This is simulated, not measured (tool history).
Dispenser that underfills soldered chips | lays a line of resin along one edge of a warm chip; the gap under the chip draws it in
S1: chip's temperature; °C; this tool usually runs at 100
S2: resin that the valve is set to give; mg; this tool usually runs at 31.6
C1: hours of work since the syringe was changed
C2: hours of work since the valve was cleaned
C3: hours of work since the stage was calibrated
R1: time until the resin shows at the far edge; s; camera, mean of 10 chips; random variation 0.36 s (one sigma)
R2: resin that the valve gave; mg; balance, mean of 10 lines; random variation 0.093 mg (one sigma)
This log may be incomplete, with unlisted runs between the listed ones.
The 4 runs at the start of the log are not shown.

{"hour": 47.0, "done": "new syringe of resin"}
{"run": 5, "hour": 55.1, "S1": 100, "S2": 31.6, "C1": 6, "C2": 10, "C3": 493, "R1": 26.9, "R2": 31.62}
{"hour": 59.2, "done": "new syringe of resin"}
{"run": 6, "hour": 63.7, "S1": 100, "S2": 31.6, "C1": 3, "C2": 16, "C3": 499, "R1": 22.8, "R2": 31.39}
{"hour": 71.5, "done": "new syringe of resin"}
{"run": 7, "hour": 73.1, "S1": 100, "S2": 31.6, "C1": 1, "C2": 22, "C3": 505, "R1": 19.5, "R2": 31.39}
{"hour": 84.0, "done": "new syringe of resin"}
{"run": 8, "hour": 84.8, "S1": 100, "S2": 31.6, "C1": 1, "C2": 31, "C3": 514, "R1": 19.5, "R2": 31.04}
{"run": 9, "hour": 93.1, "S1": 100, "S2": 31.6, "C1": 7, "C2": 37, "C3": 520, "R1": 29.1, "R2": 31.11}
{"hour": 96.8, "done": "new syringe of resin"}
{"run": 10, "hour": 107.7, "S1": 108, "S2": 31.6, "C1": 8, "C2": 47, "C3": 530, "R1": 25.2, "R2": 30.82}
{"hour": 109.3, "done": "new syringe of resin"}
{"run": 11, "hour": 118.0, "S1": 108, "S2": 31.6, "C1": 6, "C2": 55, "C3": 538, "R1": 22.9, "R2": 30.9}
{"hour": 121.6, "done": "new syringe of resin"}
{"hour": 133.6, "done": "dispensing valve cleaned and set on the balance"}
{"run": 12, "hour": 133.8, "S1": 108, "S2": 31.6, "C1": 8, "C2": 0, "C3": 548, "R1": 25.8, "R2": 31.39}
{"hour": 135.2, "done": "new syringe of resin"}
{"run": 13, "hour": 145.9, "S1": 108, "S2": 31.6, "C1": 8, "C2": 9, "C3": 557, "R1": 24.9, "R2": 31.57}
{"hour": 147.3, "done": "new syringe of resin"}
{"run": 14, "hour": 154.3, "S1": 108, "S2": 31.6, "C1": 5, "C2": 15, "C3": 563, "R1": 20.8, "R2": 31.35}
{"hour": 160.0, "done": "new syringe of resin"}
{"run": 15, "hour": 165.3, "S1": 108, "S2": 31.6, "C1": 4, "C2": 23, "C3": 571, "R1": 19.3, "R2": 31.27}
{"hour": 172.2, "done": "new syringe of resin"}
{"run": 16, "hour": 177.5, "S1": 111, "S2": 31.6, "C1": 4, "C2": 31, "C3": 580, "R1": 17.5, "R2": 31.29}
{"hour": 185.0, "done": "new syringe of resin"}
{"run": 17, "hour": 191.1, "S1": 111, "S2": 31.6, "C1": 5, "C2": 41, "C3": 589, "R1": 18.3, "R2": 30.93}
{"hour": 197.4, "done": "new syringe of resin"}
{"run": 18, "hour": 202.7, "S1": 95, "S2": 31.6, "C1": 4, "C2": 50, "C3": 598, "R1": 26.3, "R2": 30.96}
{"hour": 210.2, "done": "new syringe of resin"}
{"run": 19, "hour": 210.7, "S1": 86, "S2": 37.9, "C1": 0, "C2": 55, "C3": 603, "R1": 26.4, "R2": 37.09}
{"hour": 222.3, "done": "new syringe of resin"}
{"hour": 225.2, "done": "dispensing valve cleaned and set on the balance"}
{"run": 20, "hour": 225.2, "S1": 112, "S2": 31.0, "C1": 1, "C2": 0, "C3": 613, "R1": 14.4, "R2": 31.05}
{"hour": 235.4, "done": "new syringe of resin"}
{"run": 21, "hour": 235.9, "S1": 104, "S2": 27.2, "C1": 0, "C2": 8, "C3": 621, "R1": 18.0, "R2": 27.17}
{"run": 22, "hour": 243.0, "S1": 104, "S2": 27.2, "C1": 6, "C2": 13, "C3": 626, "R1": 23.5, "R2": 27.26}
{"hour": 247.8, "done": "new syringe of resin"}
{"run": 23, "hour": 257.5, "S1": 104, "S2": 28.7, "C1": 7, "C2": 23, "C3": 637, "R1": 26.7, "R2": 28.46}
{"hour": 260.1, "done": "new syringe of resin"}
{"hour": 272.1, "done": "new syringe of resin"}
{"run": 24, "hour": 273.7, "S1": 110, "S2": 34.3, "C1": 1, "C2": 35, "C3": 648, "R1": 14.8, "R2": 33.93}
{"hour": 284.9, "done": "new syringe of resin"}
{"run": 25, "hour": 286.5, "S1": 110, "S2": 39.3, "C1": 1, "C2": 44, "C3": 657, "R1": 15.2, "R2": 38.97}

What will run 26 give?
{"run": 26, "hour": 295.9, "S1": 110, "S2": 39.3, "C1": 8, "C2": 51, "C3": 664, "R1": "?", "R2": "?"}

{"run 26": {"R1": 23.7, "R2": 38.75}}
If the tool had no hidden condition, the same run with the same run-to-run variation would have returned R1 14.7 s, R2 39.48 mg.

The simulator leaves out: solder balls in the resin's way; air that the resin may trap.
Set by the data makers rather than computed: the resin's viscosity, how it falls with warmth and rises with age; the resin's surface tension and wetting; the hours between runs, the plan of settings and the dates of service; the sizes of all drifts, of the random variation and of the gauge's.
